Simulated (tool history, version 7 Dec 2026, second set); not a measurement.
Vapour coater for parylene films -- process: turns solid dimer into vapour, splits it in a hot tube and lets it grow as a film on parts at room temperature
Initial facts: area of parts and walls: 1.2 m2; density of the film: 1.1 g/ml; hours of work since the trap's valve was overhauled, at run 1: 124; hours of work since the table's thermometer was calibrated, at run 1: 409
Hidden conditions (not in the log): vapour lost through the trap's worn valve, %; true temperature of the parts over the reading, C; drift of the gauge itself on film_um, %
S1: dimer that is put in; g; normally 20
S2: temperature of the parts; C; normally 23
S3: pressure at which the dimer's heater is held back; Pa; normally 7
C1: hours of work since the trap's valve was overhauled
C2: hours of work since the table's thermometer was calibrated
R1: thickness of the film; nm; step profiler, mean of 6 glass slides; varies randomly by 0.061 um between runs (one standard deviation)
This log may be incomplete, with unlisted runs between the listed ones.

| run | hour | S1 | S2 | S3 | C1 | C2 | R1 |
|---|---|---|---|---|---|---|---|
| 1 | 0 | 20 | 23 | 7 | 124 | 409 | 6880 |
| 2 | 33.1 | 9 | 23 | 7 | 138 | 423 | 3100 |
| 3 | 87.5 | 20 | 24 | 7 | 162 | 446 | 6580 |
| 4 | 137 | 20 | 24 | 7 | 183 | 468 | 6400 |
| 5 | 191.6 | 20 | 24 | 7 | 207 | 491 | 6350 |
| 6 | 236.7 | 20 | 17 | 7 | 226 | 511 | 8970 |
| 7 | 273.6 | 20 | 17 | 7 | 242 | 527 | 8930 |
| 8 | 297.2 | 31 | 23 | 7 | 252 | 537 | 10380 |
| 9 | 323.4 | 31 | 23 | 7 | 264 | 548 | 10120 |
| 10 | 379.9 | 20 | 23 | 7 | 288 | 573 | 6510 |
| 11 | 430.4 | 20 | 23 | 7 | 310 | 594 | 6490 |
| 12 | 458.5 | 20 | 23 | 7 | 322 | 606 | 6420 |
| 13 | 493.2 | 20 | 23 | 7 | 337 | 621 | 6340 |
| 14 | 528.9 | 20 | 23 | 7 | 352 | 637 | 6380 |
| 15 | 582.4 | 20 | 23 | 7 | 375 | 660 | 6260 |
|  | 610.9 | trap's valve overhauled |
| 16 | 619.1 | 20 | 23 | 7 | 4 | 674 | 7360 |
| 17 | 642.9 | 20 | 23 | 7 | 14 | 684 | 7220 |
| 18 | 686.8 | 20 | 23 | 7 | 33 | 703 | 7230 |
| 19 | 741.5 | 20 | 20 | 7 | 56 | 727 | 8260 |
| 20 | 766.8 | 20 | 23 | 9.86 | 67 | 738 | 6670 |
| 21 | 819.6 | 20 | 23 | 9.86 | 90 | 760 | 6550 |
| 22 | 868.7 | 20 | 23 | 9.86 | 111 | 782 | 6550 |
| 23 | 917.8 | 8 | 23 | 9.86 | 132 | 803 | 2570 |
| 24 | 951.1 | 9 | 27 | 9.86 | 147 | 817 | 2320 |
| 25 | 979.5 | 15 | 22 | 4.35 | 159 | 829 | 6070 |
| 26 | 1012.9 | 12 | 16 | 2.29 | 173 | 844 | 7740 |
| 27 | 1049.2 | 20 | 17 | 4.53 | 189 | 859 | 10110 |
| 28 | 1097.2 | 20 | 17 | 4.53 | 210 | 880 | 9920 |
| 29 | 1134 | 20 | 29 | 7 | 226 | 896 | 5130 |
| 30 | 1179.5 | 20 | 29 | 2.93 | 245 | 916 | 6120 |
| 31 | 1231.5 | 9 | 19 | 8.64 | 268 | 938 | 3470 |
| 32 | 1278.1 | 28 | 23 | 7 | 288 | 958 | 9320 |
| 33 | 1308.2 | 28 | 23 | 7 | 301 | 971 | 9240 |

What will run 34 give?
| 34 | 1331.9 | 31 | 27 | 6.72 | 311 | 981 | ? |

R1: 8430 nm
On a tool with no hidden condition, and with the same random variation, this run would have come out at R1 9300 nm.
